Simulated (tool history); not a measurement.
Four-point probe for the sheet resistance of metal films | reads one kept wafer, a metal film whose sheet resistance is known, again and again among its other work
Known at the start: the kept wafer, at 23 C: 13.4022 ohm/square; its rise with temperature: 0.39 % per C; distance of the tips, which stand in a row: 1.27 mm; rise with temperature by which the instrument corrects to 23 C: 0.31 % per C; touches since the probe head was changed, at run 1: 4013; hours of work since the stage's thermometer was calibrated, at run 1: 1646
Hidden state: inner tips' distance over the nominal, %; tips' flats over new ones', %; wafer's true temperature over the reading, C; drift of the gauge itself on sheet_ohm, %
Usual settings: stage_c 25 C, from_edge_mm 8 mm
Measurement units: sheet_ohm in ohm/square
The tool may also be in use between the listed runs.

run     day  stage_c  from_edge_mm  touches since the probe head was changed  hours of work since the stage's thermometer was calibrated  sheet_ohm
  1   0.000       25             8                                      4013                                                        1646  13.583131
  2   2.362       18             8                                      6091                                                        1681  13.509081
  3   7.562       25             8                                     10662                                                        1758  13.581429
  4   9.942       25             8                                     12754                                                        1793  13.585610
  5  12.362       25             8                                     14883                                                        1829  13.585024
     12.642  -- stage's thermometer calibrated
  6  14.938       19             8                                     17128                                                          34  13.476066
  7  18.096       19             8                                     19904                                                          81  13.482905
  8  20.842       19            24                                     22316                                                         122  13.322443
  9  23.196       18             4                                     24387                                                         157  13.972383
 10  25.817       23             3                                     26693                                                         196  14.506520
 11  30.583       23             3                                     30883                                                         266  14.506427
 12  34.571       32             8                                     34390                                                         326  13.617131
 13  38.946       21            52                                     38234                                                         390  13.319460
 14  42.962       21            52                                     41767                                                         450  13.319324
 15  45.529       35            39                                     44024                                                         488  13.467052
 16  50.671       35            39                                     48541                                                         564  13.468754

Each row is a separate what-if for the run after 16, all from the same tool condition, not one after another. Results?
  A  54.792       26             4                                     52167                                                         626          ?
  B  54.792       25             4                                     52167                                                         626          ?
  C  54.792       35            18                                     52167                                                         626          ?
  D  54.792       19            56                                     52167                                                         626          ?
  E  54.792       25            54                                     52167                                                         626          ?

run  sheet_ohm
  A  14.051620
  B  14.036572
  C  13.491308
  D  13.289455
  E  13.358379
Take away the tool's hidden state, keep each run's random variation, and the runs would have read:
run  sheet_ohm
  A  14.124149
  B  14.108979
  C  13.561639
  D  13.358082
  E  13.427623

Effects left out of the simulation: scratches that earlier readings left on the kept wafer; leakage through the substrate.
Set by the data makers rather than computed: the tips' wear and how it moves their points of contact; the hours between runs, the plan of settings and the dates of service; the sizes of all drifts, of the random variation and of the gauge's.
